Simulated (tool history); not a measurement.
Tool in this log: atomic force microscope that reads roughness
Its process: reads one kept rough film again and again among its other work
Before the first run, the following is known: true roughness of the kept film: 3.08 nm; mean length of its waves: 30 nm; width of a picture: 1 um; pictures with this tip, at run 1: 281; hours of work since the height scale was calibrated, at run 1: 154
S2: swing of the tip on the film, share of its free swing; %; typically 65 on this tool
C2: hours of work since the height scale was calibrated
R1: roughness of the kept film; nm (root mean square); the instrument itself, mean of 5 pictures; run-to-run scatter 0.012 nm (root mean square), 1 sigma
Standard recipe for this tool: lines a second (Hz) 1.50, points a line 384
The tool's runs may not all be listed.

Run 1, day 0.000: usual settings; pictures with this tip 281; C2 154. Result: R1 2.268 nm (root mean square).
Run 2, day 1.754: usual settings; pictures with this tip 344; C2 179. Result: R1 2.208 nm (root mean square).
At day 2.821: new tip fitted.
Run 3, day 3.621: usual settings; pictures with this tip 28; C2 205. Result: R1 2.638 nm (root mean square).
Run 4, day 5.804: usual settings; pictures with this tip 106; C2 235. Result: R1 2.524 nm (root mean square).
Run 5, day 7.625: usual settings; pictures with this tip 170; C2 261. Result: R1 2.420 nm (root mean square).
Run 6, day 9.729: usual settings; pictures with this tip 245; C2 291. Result: R1 2.331 nm (root mean square).
Run 7, day 11.854: usual settings but lines a second (Hz) 3.79; pictures with this tip 321; C2 320. Result: R1 2.075 nm (root mean square).
Run 8, day 12.900: usual settings but S2 82 %; pictures with this tip 358; C2 335. Result: R1 2.031 nm (root mean square).
At day 13.575: new tip fitted.
Run 9, day 14.546: usual settings but S2 82 %; pictures with this tip 34; C2 358. Result: R1 2.448 nm (root mean square).
Run 10, day 15.979: usual settings but S2 82 %; pictures with this tip 85; C2 378. Result: R1 2.351 nm (root mean square).
Run 11, day 17.558: usual settings but S2 82 %; pictures with this tip 141; C2 400. Result: R1 2.250 nm (root mean square).
Run 12, day 18.767: usual settings but S2 82 %; pictures with this tip 184; C2 417. Result: R1 2.220 nm (root mean square).
Run 13, day 20.829: usual settings but S2 82 %; pictures with this tip 257; C2 446. Result: R1 2.128 nm (root mean square).
Run 14, day 21.817: usual settings; pictures with this tip 292; C2 460. Result: R1 2.248 nm (root mean square).
Run 15, day 22.792: usual settings; pictures with this tip 327; C2 474. Result: R1 2.218 nm (root mean square).
At day 24.379: new tip fitted.
Run 16, day 24.621: usual settings but points a line 354; pictures with this tip 8; C2 499. Result: R1 2.705 nm (root mean square).
Run 17, day 25.658: usual settings but points a line 535; pictures with this tip 45; C2 514. Result: R1 2.629 nm (root mean square).
Run 18, day 26.817: usual settings but points a line 535; pictures with this tip 86; C2 530. Result: R1 2.573 nm (root mean square).
Run 19, day 28.321: usual settings but lines a second (Hz) 3.68; pictures with this tip 140; C2 552. Result: R1 2.301 nm (root mean square).
Run 20, day 30.362: usual settings but lines a second (Hz) 1.09; pictures with this tip 212; C2 580. Result: R1 2.417 nm (root mean square).
At day 30.504: height scale calibrated on a step standard.
Run 21, day 32.488: usual settings; pictures with this tip 286; C2 28. Result: R1 2.293 nm (root mean square).
Run 22, day 34.446: usual settings but lines a second (Hz) 2.74, S2 88 %, points a line 666; pictures with this tip 356; C2 55. Result: R1 1.721 nm (root mean square).
At day 35.175: new tip fitted.
Run 23, day 35.388: usual settings but lines a second (Hz) 2.74, S2 88 %, points a line 666; pictures with this tip 7; C2 68. Result: R1 2.116 nm (root mean square).
Run 24, day 37.150: usual settings but lines a second (Hz) 2.10, S2 58 %, points a line 659; pictures with this tip 70; C2 93. Result: R1 2.626 nm (root mean square).
At day 38.579: height scale calibrated on a step standard, once more.
Run 25, day 39.267: usual settings but S2 71 %; pictures with this tip 144; C2 10. Result: R1 2.392 nm (root mean square).
Run 26, day 41.217: usual settings but S2 71 %; pictures with this tip 213; C2 37. Result: R1 2.305 nm (root mean square).
Run 27, day 43.179: usual settings but S2 71 %; pictures with this tip 283; C2 65. Result: R1 2.218 nm (root mean square).
Run 28, day 45.108: usual settings but S2 72 %; pictures with this tip 351; C2 92. Result: R1 2.137 nm (root mean square).
At day 45.983: new tip fitted.
Run 29, day 46.033: usual settings but lines a second (Hz) 0.79, points a line 582; pictures with this tip 2; C2 105. Result: R1 2.777 nm (root mean square).
Run 30, day 48.217: usual settings but points a line 590; pictures with this tip 80; C2 135. Result: R1 2.589 nm (root mean square).
Run 31, day 50.008: usual settings but points a line 590; pictures with this tip 143; C2 160. Result: R1 2.472 nm (root mean square).
Run 32, day 51.304: usual settings but lines a second (Hz) 3.92; pictures with this tip 189; C2 179. Result: R1 2.200 nm (root mean square).
Run 33, day 53.138: usual settings but lines a second (Hz) 1.19, S2 64 %, points a line 345; pictures with this tip 254; C2 204. Result: R1 2.332 nm (root mean square).
Run 34, day 54.404: usual settings but lines a second (Hz) 2.80, S2 76 %, points a line 780; pictures with this tip 299; C2 222. Result: R1 1.987 nm (root mean square).
Run 35, day 56.588: usual settings but lines a second (Hz) 2.80, S2 76 %, points a line 780; pictures with this tip 377; C2 253. Result: R1 1.914 nm (root mean square).
At day 56.804: new tip fitted.
Run 36, day 57.542: usual settings but lines a second (Hz) 1.95, S2 78 %, points a line 643; pictures with this tip 26; C2 266. Result: R1 2.455 nm (root mean square).
Run 37, day 59.592: usual settings but lines a second (Hz) 1.95, S2 78 %, points a line 643; pictures with this tip 99; C2 295. Result: R1 2.315 nm (root mean square).
Run 38, day 61.588: usual settings but lines a second (Hz) 3.98, S2 74 %, points a line 278; pictures with this tip 170; C2 323. Result: R1 2.017 nm (root mean square).
Run 39, day 63.558: usual settings but lines a second (Hz) 3.98, S2 74 %, points a line 278; pictures with this tip 240; C2 351. Result: R1 1.945 nm (root mean square).
Run 40, day 64.621: usual settings but lines a second (Hz) 2.52, S2 80 %, points a line 471; pictures with this tip 277; C2 366. Result: R1 1.968 nm (root mean square).
Run 41, day 66.554: usual settings but lines a second (Hz) 0.57, S2 80 %, points a line 471; pictures with this tip 346; C2 393. Result: R1 2.218 nm (root mean square).
At day 67.529: new tip fitted.
Run 42, day 67.750: usual settings but lines a second (Hz) 0.57, S2 80 %, points a line 471; pictures with this tip 8; C2 409. Result: R1 2.715 nm (root mean square).

Forecast each of these 5 alternatives for the next run:
Run A, day 69.842: usual settings but lines a second (Hz) 3.19, S2 58 %, points a line 581; pictures with this tip 82; C2 439. Result: R1 ?.
Run B, day 69.842: usual settings but lines a second (Hz) 1.54, S2 89 %, points a line 449; pictures with this tip 82; C2 439. Result: R1 ?.
Run C, day 69.842: usual settings but lines a second (Hz) 2.71, S2 75 %, points a line 961; pictures with this tip 82; C2 439. Result: R1 ?.
Run D, day 69.842: usual settings but lines a second (Hz) 1.30, S2 81 %; pictures with this tip 82; C2 439. Result: R1 ?.
Run E, day 69.842: usual settings but lines a second (Hz) 0.57, S2 80 %, points a line 901; pictures with this tip 82; C2 439. Result: R1 ?.

run     R1
  A  2.520
  B  2.253
  C  2.302
  D  2.415
  E  2.596
The same runs, with their run-to-run variation unchanged, on a tool lacking any hidden condition would have given:
run     R1
  A  2.659
  B  2.376
  C  2.428
  D  2.548
  E  2.739
